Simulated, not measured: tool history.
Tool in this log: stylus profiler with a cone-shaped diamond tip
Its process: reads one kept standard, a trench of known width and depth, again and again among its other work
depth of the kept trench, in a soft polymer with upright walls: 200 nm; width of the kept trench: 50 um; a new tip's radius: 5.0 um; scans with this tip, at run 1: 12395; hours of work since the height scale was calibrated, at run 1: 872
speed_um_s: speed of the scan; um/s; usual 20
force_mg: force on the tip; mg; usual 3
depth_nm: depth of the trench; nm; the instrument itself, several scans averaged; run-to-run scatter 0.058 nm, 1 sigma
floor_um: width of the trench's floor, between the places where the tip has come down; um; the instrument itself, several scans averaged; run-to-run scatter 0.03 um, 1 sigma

run   hour  speed_um_s  force_mg  scans with this tip  hours of work since the height scale was calibrated  depth_nm  floor_um
  1      0          20         3                12395                                                  872    203.23     46.32
  2   37.8          50         3                12670                                                  891    203.03     46.23
  3   83.7          12         3                13003                                                  915    203.03     46.37
  4  128.7          11         3                13329                                                  938    202.96     46.35
     134.2  -- height scale calibrated on a step standard
  5  165.6          20         3                13593                                                   16    202.93     46.29
  6  228.2          47      7.69                14047                                                   48    205.97     46.25
  7  275.9          51      1.52                14394                                                   72    201.64     46.05

Predict the results of run 8:
  8  322.9          24      8.62                14735                                                   96         ?         ?

Run 8 came out at depth_nm 206.51 nm, floor_um 46.28 um.
Without the tool's hidden state the same run would have given depth_nm 207.01 nm, floor_um 47.15 um.
